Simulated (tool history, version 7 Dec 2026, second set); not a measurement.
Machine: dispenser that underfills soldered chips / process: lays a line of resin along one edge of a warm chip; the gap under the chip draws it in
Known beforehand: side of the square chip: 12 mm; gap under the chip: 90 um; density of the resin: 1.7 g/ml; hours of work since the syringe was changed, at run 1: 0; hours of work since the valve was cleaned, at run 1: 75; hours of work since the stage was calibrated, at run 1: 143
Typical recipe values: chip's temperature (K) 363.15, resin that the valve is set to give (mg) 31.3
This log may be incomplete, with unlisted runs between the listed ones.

| run | hour | chip's temperature (K) | resin that the valve is set to give (mg) | hours of work since the syringe was changed | hours of work since the valve was cleaned | hours of work since the stage was calibrated | time until the resin shows at the far edge (s) | resin that the valve gave (mg) |
|---|---|---|---|---|---|---|---|---|
| 1 | 0 | 363.15 | 31.3 | 0 | 75 | 143 | 72.8 | 29.37 |
| 2 | 16.2 | 363.15 | 31.3 | 10 | 86 | 153 | 101.2 | 28.98 |
|  | 18.1 | new syringe of resin |
|  | 28.8 | dispensing valve cleaned and set on the balance |
| 3 | 29.4 | 363.15 | 31.3 | 7 | 0 | 161 | 89.5 | 31.22 |
|  | 36.2 | new syringe of resin |
| 4 | 37.2 | 363.15 | 31.3 | 1 | 5 | 166 | 72.8 | 31.13 |
| 5 | 48.9 | 363.15 | 31.3 | 8 | 13 | 173 | 95.4 | 31.19 |
|  | 53.3 | new syringe of resin |
| 6 | 62.1 | 363.15 | 31.3 | 6 | 21 | 181 | 87.8 | 31.07 |
|  | 70.9 | new syringe of resin |
| 7 | 76.9 | 363.15 | 38.5 | 4 | 30 | 191 | 80 | 37.76 |
| 8 | 87.2 | 363.15 | 31 | 10 | 37 | 197 | 102.7 | 30.19 |
|  | 89 | new syringe of resin |
| 9 | 101.1 | 363.15 | 31.3 | 8 | 46 | 206 | 94.8 | 30.14 |
|  | 106.5 | new syringe of resin |
| 10 | 116.4 | 363.15 | 31.3 | 6 | 55 | 216 | 90.5 | 29.89 |
|  | 123.6 | new syringe of resin |
| 11 | 129.1 | 363.15 | 31.3 | 4 | 63 | 224 | 80.2 | 29.74 |
|  | 140.7 | new syringe of resin |
| 12 | 144.7 | 350.15 | 29.8 | 3 | 73 | 234 | 141.2 | 28.36 |
| 13 | 155.8 | 373.15 | 39.7 | 10 | 80 | 241 | 63.7 | 37.13 |
|  | 158.3 | new syringe of resin |
| 14 | 167.8 | 373.15 | 39.7 | 6 | 88 | 248 | 58 | 36.81 |
|  | 175.5 | new syringe of resin |
|  | 176.5 | dispensing valve cleaned and set on the balance |
| 15 | 184.8 | 364.15 | 32.2 | 5 | 5 | 258 | 77.5 | 32.03 |
|  | 193.3 | new syringe of resin |
| 16 | 198.7 | 370.15 | 30.3 | 3 | 14 | 267 | 59.6 | 30.21 |
| 17 | 209.2 | 351.15 | 34 | 10 | 21 | 274 | 158.8 | 33.54 |
|  | 210.8 | new syringe of resin |
| 18 | 219.7 | 358.15 | 27 | 6 | 27 | 281 | 108.8 | 26.55 |
|  | 228.4 | new syringe of resin |
| 19 | 234 | 358.15 | 27 | 4 | 36 | 290 | 102.8 | 26.31 |

Alternative continuations, all from the tool just after run 19; predict every row:
|  | 245.2 | new syringe of resin |
| A | 251.2 | 374.15 | 35 | 4 | 47 | 300 | ? | ? |
|  | 245.2 | new syringe of resin |
| B | 251.2 | 358.15 | 34.1 | 4 | 47 | 300 | ? | ? |
|  | 245.2 | new syringe of resin |
| C | 251.2 | 371.15 | 31.1 | 4 | 47 | 300 | ? | ? |
|  | 245.2 | new syringe of resin |
| D | 251.2 | 357.15 | 39.7 | 4 | 47 | 300 | ? | ? |

| run | time until the resin shows at the far edge (s) | resin that the valve gave (mg) |
|---|---|---|
| A | 50.1 | 33.92 |
| B | 95.7 | 32.91 |
| C | 56.9 | 30.03 |
| D | 98.2 | 38.45 |
With the hidden condition removed and each run's random variation left untouched, the same runs would have given:
| run | time until the resin shows at the far edge (s) | resin that the valve gave (mg) |
|---|---|---|
| A | 47.9 | 35.11 |
| B | 92.1 | 34.07 |
| C | 54.3 | 31.09 |
| D | 94.9 | 39.8 |
